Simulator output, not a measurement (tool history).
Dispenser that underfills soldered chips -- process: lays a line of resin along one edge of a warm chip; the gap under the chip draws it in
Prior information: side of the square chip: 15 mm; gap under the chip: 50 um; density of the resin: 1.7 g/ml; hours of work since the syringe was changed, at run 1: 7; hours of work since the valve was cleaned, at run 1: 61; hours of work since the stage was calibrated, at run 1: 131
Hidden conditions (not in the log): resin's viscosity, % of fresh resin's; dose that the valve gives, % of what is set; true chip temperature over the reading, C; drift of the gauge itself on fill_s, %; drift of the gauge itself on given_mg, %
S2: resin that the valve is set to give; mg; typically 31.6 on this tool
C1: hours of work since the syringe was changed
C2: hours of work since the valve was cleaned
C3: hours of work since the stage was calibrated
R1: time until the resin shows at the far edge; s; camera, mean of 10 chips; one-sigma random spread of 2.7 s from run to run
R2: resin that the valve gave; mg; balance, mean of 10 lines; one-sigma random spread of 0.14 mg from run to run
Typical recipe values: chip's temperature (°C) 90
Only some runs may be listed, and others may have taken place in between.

run 1 hour=0 | chip's_temperature_(°C)=90 S2=31.6 | C1=7 C2=61 C3=131 | R1=415.8 R2=30.29
-- hour=7.4 new syringe of resin
run 2 hour=11.3 | chip's_temperature_(°C)=90 S2=31.6 | C1=2 C2=68 C3=138 | R1=317.8 R2=30.24
run 3 hour=16.7 | chip's_temperature_(°C)=94 S2=31.6 | C1=6 C2=71 C3=141 | R1=337.9 R2=30.04
run 4 hour=22.4 | chip's_temperature_(°C)=94 S2=31.6 | C1=9 C2=75 C3=144 | R1=433.3 R2=30.21
-- hour=25.2 new syringe of resin
run 5 hour=27.9 | chip's_temperature_(°C)=92 S2=31.6 | C1=2 C2=78 C3=148 | R1=283.9 R2=30.33
run 6 hour=39 | chip's_temperature_(°C)=92 S2=31.6 | C1=8 C2=85 C3=154 | R1=439.5 R2=29.62
-- hour=42.9 new syringe of resin
run 7 hour=44.4 | chip's_temperature_(°C)=92 S2=31.6 | C1=1 C2=88 C3=157 | R1=262 R2=29.73
run 8 hour=55.5 | chip's_temperature_(°C)=90 S2=31.6 | C1=8 C2=94 C3=164 | R1=436.9 R2=29.77
-- hour=60.3 dispensing valve cleaned and set on the balance
-- hour=62.3 new syringe of resin
run 9 hour=67.9 | chip's_temperature_(°C)=90 S2=31.6 | C1=3 C2=4 C3=171 | R1=329.3 R2=31.71
run 10 hour=76.9 | chip's_temperature_(°C)=90 S2=31.6 | C1=9 C2=10 C3=176 | R1=479.3 R2=31.4
-- hour=80.1 new syringe of resin
run 11 hour=82.7 | chip's_temperature_(°C)=90 S2=31.6 | C1=2 C2=13 C3=180 | R1=295.9 R2=31.5
run 12 hour=89.7 | chip's_temperature_(°C)=88 S2=36.8 | C1=6 C2=17 C3=184 | R1=406.1 R2=36.45
-- hour=97.8 new syringe of resin
run 13 hour=99.1 | chip's_temperature_(°C)=102 S2=36.9 | C1=1 C2=23 C3=189 | R1=194.6 R2=36.12
run 14 hour=110.4 | chip's_temperature_(°C)=88 S2=31.6 | C1=8 C2=30 C3=196 | R1=469.6 R2=30.94
-- hour=116 new syringe of resin
run 15 hour=121.2 | chip's_temperature_(°C)=84 S2=30.5 | C1=3 C2=36 C3=202 | R1=392.3 R2=29.67
run 16 hour=129.5 | chip's_temperature_(°C)=84 S2=30.5 | C1=8 C2=41 C3=207 | R1=552.5 R2=29.66
-- hour=134.2 new syringe of resin
run 17 hour=140.1 | chip's_temperature_(°C)=103 S2=35.7 | C1=4 C2=47 C3=214 | R1=226.3 R2=34.53
run 18 hour=145.4 | chip's_temperature_(°C)=103 S2=35.7 | C1=7 C2=50 C3=217 | R1=286.9 R2=34.64
-- hour=152.2 new syringe of resin
run 19 hour=156.2 | chip's_temperature_(°C)=103 S2=34.1 | C1=2 C2=57 C3=223 | R1=210.9 R2=32.9
run 20 hour=162.7 | chip's_temperature_(°C)=96 S2=31.2 | C1=6 C2=61 C3=227 | R1=343.2 R2=29.86
run 21 hour=168.1 | chip's_temperature_(°C)=97 S2=39.7 | C1=10 C2=64 C3=230 | R1=404 R2=37.91
-- hour=170.5 new syringe of resin
run 22 hour=175.2 | chip's_temperature_(°C)=99 S2=33.2 | C1=3 C2=68 C3=235 | R1=243.2 R2=31.84

Forecast each of these 4 alternatives for the next run:
run A hour=184.6 | chip's_temperature_(°C)=81 S2=39.2 | C1=9 C2=74 C3=240 | R1=? R2=?
run B hour=184.6 | chip's_temperature_(°C)=105 S2=32.5 | C1=9 C2=74 C3=240 | R1=? R2=?
run C hour=184.6 | chip's_temperature_(°C)=90 S2=33.9 | C1=9 C2=74 C3=240 | R1=? R2=?
run D hour=184.6 | chip's_temperature_(°C)=99 S2=34.7 | C1=9 C2=74 C3=240 | R1=? R2=?

run=A R1=618.9 R2=37.34
run=B R1=300.3 R2=30.97
run=C R1=468.4 R2=32.43
run=D R1=349.9 R2=33.22
The same runs, with their run-to-run variation unchanged, on a tool lacking any hidden condition would have given:
run=A R1=359.5 R2=39.24
run=B R1=173.1 R2=32.53
run=C R1=271.1 R2=34.08
run=D R1=202.3 R2=34.9
